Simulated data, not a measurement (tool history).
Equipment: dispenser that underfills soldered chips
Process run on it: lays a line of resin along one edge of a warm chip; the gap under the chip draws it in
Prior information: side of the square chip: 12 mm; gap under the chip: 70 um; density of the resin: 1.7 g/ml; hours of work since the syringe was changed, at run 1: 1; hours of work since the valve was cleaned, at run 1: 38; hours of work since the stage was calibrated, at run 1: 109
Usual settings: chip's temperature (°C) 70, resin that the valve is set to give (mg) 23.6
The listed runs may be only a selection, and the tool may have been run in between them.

| run | hour | chip's temperature (°C) | resin that the valve is set to give (mg) | hours of work since the syringe was changed | hours of work since the valve was cleaned | hours of work since the stage was calibrated | time until the resin shows at the far edge (s) | resin that the valve gave (mg) |
|---|---|---|---|---|---|---|---|---|
| 1 | 0 | 70 | 23.6 | 1 | 38 | 109 | 101.4 | 23.22 |
| 2 | 6.4 | 74 | 23.6 | 6 | 42 | 113 | 116.1 | 23.07 |
|  | 9 | new syringe of resin |
| 3 | 12.1 | 65 | 23.6 | 2 | 46 | 116 | 136.4 | 23.05 |
| 4 | 17.7 | 65 | 23.6 | 6 | 49 | 120 | 184.4 | 23.15 |
|  | 20.3 | new syringe of resin |
| 5 | 22.4 | 78 | 23.6 | 1 | 52 | 123 | 68.5 | 22.81 |
| 6 | 26.6 | 60 | 23.6 | 4 | 55 | 126 | 216 | 23.02 |
| 7 | 30.6 | 60 | 23.6 | 7 | 58 | 128 | 271.4 | 23.17 |
|  | 31.4 | new syringe of resin |
| 8 | 34.9 | 60 | 23.6 | 2 | 60 | 131 | 183.4 | 22.98 |
| 9 | 39.6 | 60 | 23.6 | 5 | 63 | 134 | 241.2 | 22.89 |
|  | 42.6 | new syringe of resin |
| 10 | 44.9 | 60 | 23.6 | 1 | 67 | 137 | 175.1 | 23.04 |
| 11 | 50.5 | 60 | 23.6 | 5 | 70 | 141 | 237.7 | 23.13 |
|  | 54.1 | new syringe of resin |
| 12 | 56 | 60 | 23.6 | 1 | 74 | 144 | 168.8 | 22.88 |
| 13 | 60.1 | 60 | 23.6 | 4 | 76 | 147 | 209.2 | 22.88 |
|  | 65.2 | new syringe of resin |
| 14 | 66.3 | 70 | 25.7 | 1 | 80 | 151 | 95.3 | 24.84 |
| 15 | 70.2 | 70 | 25.7 | 3 | 83 | 153 | 120.7 | 24.78 |
| 16 | 73.6 | 70 | 25.7 | 6 | 85 | 156 | 146.9 | 24.75 |
|  | 76.3 | new syringe of resin |
| 17 | 77.6 | 70 | 23.6 | 1 | 87 | 158 | 100.2 | 22.89 |
| 18 | 80.3 | 70 | 28.1 | 3 | 89 | 160 | 111.7 | 27.06 |
| 19 | 83 | 55 | 22.5 | 4 | 91 | 161 | 306.6 | 21.65 |
|  | 87.8 | new syringe of resin |
| 20 | 88.9 | 57 | 24.8 | 1 | 95 | 165 | 192.4 | 23.78 |
| 21 | 95.2 | 57 | 24.8 | 5 | 99 | 169 | 265.2 | 23.94 |
|  | 99 | new syringe of resin |
| 22 | 100.8 | 69 | 26.4 | 1 | 102 | 173 | 110.4 | 25.34 |
| 23 | 106.7 | 69 | 26.4 | 5 | 106 | 176 | 148.6 | 25.36 |
|  | 110.2 | new syringe of resin |
| 24 | 111.1 | 69 | 26.4 | 1 | 109 | 179 | 97.6 | 25.19 |
| 25 | 115.6 | 69 | 26.4 | 4 | 112 | 182 | 125.6 | 25.26 |
| 26 | 119.8 | 82 | 23.2 | 6 | 114 | 185 | 83.8 | 22.13 |
|  | 121.4 | new syringe of resin |
| 27 | 126.6 | 61 | 27.8 | 3 | 119 | 189 | 191 | 26.65 |
| 28 | 131.3 | 80 | 22.3 | 6 | 122 | 192 | 99.4 | 21.19 |
|  | 132.7 | new syringe of resin |
| 29 | 136.9 | 80 | 22.3 | 3 | 125 | 196 | 73.3 | 21.13 |
| 30 | 142.5 | 80 | 22.3 | 6 | 129 | 199 | 100.7 | 21.09 |
|  | 144 | new syringe of resin |
| 31 | 147.2 | 76 | 23.7 | 2 | 132 | 202 | 82.5 | 22.49 |
| 32 | 152 | 72 | 25.7 | 5 | 135 | 205 | 129.7 | 24.53 |
|  | 155.3 | new syringe of resin |
| 33 | 156.5 | 74 | 26.8 | 1 | 138 | 208 | 79.2 | 25.24 |
| 34 | 160.4 | 67 | 27.7 | 3 | 140 | 211 | 138.2 | 26.31 |
| 35 | 163.1 | 67 | 27.7 | 5 | 142 | 212 | 162.3 | 26.27 |
| 36 | 166 | 68 | 29.7 | 7 | 144 | 214 | 175.1 | 27.86 |

4 ways to go on from here, each from the tool as it stands after run 36. What would each give?
|  | 166.6 | new syringe of resin |
| A | 169.8 | 67 | 22.6 | 2 | 146 | 217 | ? | ? |
|  | 166.6 | new syringe of resin |
| B | 169.8 | 56 | 29.7 | 2 | 146 | 217 | ? | ? |
|  | 166.6 | new syringe of resin |
| C | 169.8 | 82 | 28 | 2 | 146 | 217 | ? | ? |
|  | 166.6 | new syringe of resin |
| D | 169.8 | 64 | 26.2 | 2 | 146 | 217 | ? | ? |

| run | time until the resin shows at the far edge (s) | resin that the valve gave (mg) |
|---|---|---|
| A | 133.4 | 21.13 |
| B | 223.3 | 28.11 |
| C | 60.2 | 26.47 |
| D | 151.9 | 24.59 |
Without the tool's hidden state the same runs would have given:
| run | time until the resin shows at the far edge (s) | resin that the valve gave (mg) |
|---|---|---|
| A | 102.6 | 22.39 |
| B | 173.1 | 29.79 |
| C | 47.1 | 28.05 |
| D | 117.7 | 26.05 |

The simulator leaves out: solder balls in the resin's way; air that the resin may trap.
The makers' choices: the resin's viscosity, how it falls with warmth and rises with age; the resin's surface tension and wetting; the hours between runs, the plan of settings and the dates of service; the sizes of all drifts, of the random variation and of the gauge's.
